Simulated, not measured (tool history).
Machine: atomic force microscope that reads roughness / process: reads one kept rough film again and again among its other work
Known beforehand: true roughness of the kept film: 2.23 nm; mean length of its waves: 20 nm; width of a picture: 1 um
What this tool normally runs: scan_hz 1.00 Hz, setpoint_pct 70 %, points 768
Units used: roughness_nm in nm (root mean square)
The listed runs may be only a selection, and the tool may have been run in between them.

run,hour,scan_hz,setpoint_pct,points,roughness_nm
1,0.0,1.00,70,768,1.747
2,17.7,1.00,70,768,1.680
3,42.0,1.00,70,768,1.616
4,63.0,1.00,70,768,1.558
# hour 85.3: new tip fitted
5,87.0,1.00,70,768,1.923
6,115.8,1.00,70,768,1.807
7,147.6,1.00,70,768,1.710
8,171.6,1.00,70,768,1.622
9,204.6,1.00,70,768,1.516
# hour 211.2: new tip fitted
10,225.9,1.00,70,768,1.852
11,243.7,1.00,70,768,1.775
12,261.8,1.00,70,768,1.726
13,292.7,1.00,71,768,1.617
14,308.8,1.00,71,768,1.588
15,331.5,1.00,70,768,1.512
# hour 338.8: new tip fitted
16,352.2,1.00,70,768,1.888
17,380.0,1.00,70,768,1.776
18,412.8,1.00,70,768,1.663
19,431.8,1.00,70,768,1.599
20,447.5,1.00,70,768,1.571
# hour 464.6: new tip fitted
21,467.7,0.98,66,858,1.936
22,484.5,1.00,73,319,1.811
23,505.8,1.00,65,760,1.771
24,533.1,3.39,76,768,1.522
25,560.8,1.02,70,768,1.582
26,574.7,1.00,78,768,1.514
# hour 590.1: new tip fitted
27,609.3,1.11,78,768,1.822
28,640.6,1.00,74,477,1.721
29,669.0,1.00,74,477,1.608
30,683.7,1.00,68,768,1.587
31,698.4,1.00,68,768,1.555

Predict each of these 4 candidate next runs independently; none follows another, all start after run 31:
# hour 716.3: new tip fitted
A,724.2,2.66,64,704,?
# hour 716.3: new tip fitted
B,724.2,1.00,70,541,?
# hour 716.3: new tip fitted
C,724.2,1.00,68,604,?
# hour 716.3: new tip fitted
D,724.2,1.82,55,375,?

run,roughness_nm
A,1.823
B,1.876
C,1.870
D,1.881
Stripped of hidden state, with their random variation kept, the same runs would have yielded:
run,roughness_nm
A,1.888
B,1.942
C,1.937
D,1.947

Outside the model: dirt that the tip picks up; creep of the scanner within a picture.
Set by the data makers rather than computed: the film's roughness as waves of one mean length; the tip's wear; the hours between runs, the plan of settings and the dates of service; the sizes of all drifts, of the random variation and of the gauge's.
